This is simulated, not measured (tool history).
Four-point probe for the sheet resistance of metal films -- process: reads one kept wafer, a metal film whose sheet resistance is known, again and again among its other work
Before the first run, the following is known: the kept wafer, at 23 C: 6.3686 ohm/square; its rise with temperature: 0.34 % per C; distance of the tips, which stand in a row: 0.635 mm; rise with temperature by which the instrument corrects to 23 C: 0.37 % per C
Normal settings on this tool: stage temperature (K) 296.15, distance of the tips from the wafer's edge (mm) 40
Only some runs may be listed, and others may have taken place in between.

run     day  stage temperature (K)  distance of the tips from the wafer's edge (mm)  sheet resistance as the instrument gives it (ohm/square)
  1   0.000                 296.15                                               40                                                  6.390870
  2   1.800                 296.15                                               40                                                  6.394981
  3   3.958                 296.15                                               40                                                  6.393415
  4   6.346                 296.15                                               40                                                  6.393954
  5   7.854                 296.15                                               40                                                  6.394300
  6   9.688                 296.15                                               40                                                  6.395522
  7  13.217                 296.15                                               40                                                  6.394216
  8  16.433                 296.15                                               40                                                  6.391167
  9  19.433                 296.15                                               12                                                  6.400875
 10  21.050                 296.15                                               12                                                  6.403546
 11  23.425                 302.15                                               12                                                  6.392969
 12  26.125                 298.15                                               12                                                  6.400249
 13  29.367                 296.15                                               40                                                  6.396213
 14  31.667                 296.15                                                3                                                  6.545392
 15  34.758                 296.15                                               40                                                  6.394156
 16  36.358                 296.15                                               40                                                  6.395123
 17  38.083                 296.15                                               40                                                  6.394858
 18  41.017                 301.15                                                5                                                  6.441099
 19  42.654                 301.15                                               59                                                  6.386079
 20  45.271                 294.15                                                9                                                  6.414892
 21  48.421                 294.15                                                9                                                  6.412566
 22  51.762                 301.15                                               36                                                  6.386765
 23  53.979                 302.15                                               13                                                  6.392881
 24  56.067                 302.15                                               13                                                  6.395591
 25  59.608                 302.15                                                8                                                  6.404361
 26  61.242                 296.15                                               26                                                  6.397152
 27  64.554                 298.15                                               14                                                  6.398570
 28  68.125                 298.15                                               14                                                  6.396629
 29  69.738                 297.15                                               19                                                  6.398128
 30  72.171                 297.15                                               19                                                  6.400104
 31  75.233                 302.15                                               12                                                  6.396835

Selected run-to-run steps in sheet resistance as the instrument gives it (ohm/square), each split into two signed amounts: the part the tool would show with no hidden state at all (from settings, incoming material and random variation), and the remainder, which goes to the hidden state together with any gauge scatter not common to the measured and the hidden-state-free results:
The tool's hidden condition here consists of: inner tips' distance over the nominal, %; tips' flats over new ones', %; wafer's true temperature over the reading, C; drift of the gauge itself on sheet_ohm, %.
Run 13 -> 14: distance of the tips from the wafer's edge (mm) 40 -> 3. sheet resistance as the instrument gives it (ohm/square) +0.149179: hidden state +0.000589, all else +0.148590.
Run 14 -> 15: distance of the tips from the wafer's edge (mm) 3 -> 40. sheet resistance as the instrument gives it (ohm/square) -0.151236: hidden state -0.000453, all else -0.150783.
Run 17 -> 18: stage temperature (K) 296.15 -> 301.15, distance of the tips from the wafer's edge (mm) 40 -> 5. sheet resistance as the instrument gives it (ohm/square) +0.046241: hidden state +0.000412, all else +0.045829.
Run 18 -> 19: distance of the tips from the wafer's edge (mm) 5 -> 59. sheet resistance as the instrument gives it (ohm/square) -0.055020: hidden state -0.000156, all else -0.054864.

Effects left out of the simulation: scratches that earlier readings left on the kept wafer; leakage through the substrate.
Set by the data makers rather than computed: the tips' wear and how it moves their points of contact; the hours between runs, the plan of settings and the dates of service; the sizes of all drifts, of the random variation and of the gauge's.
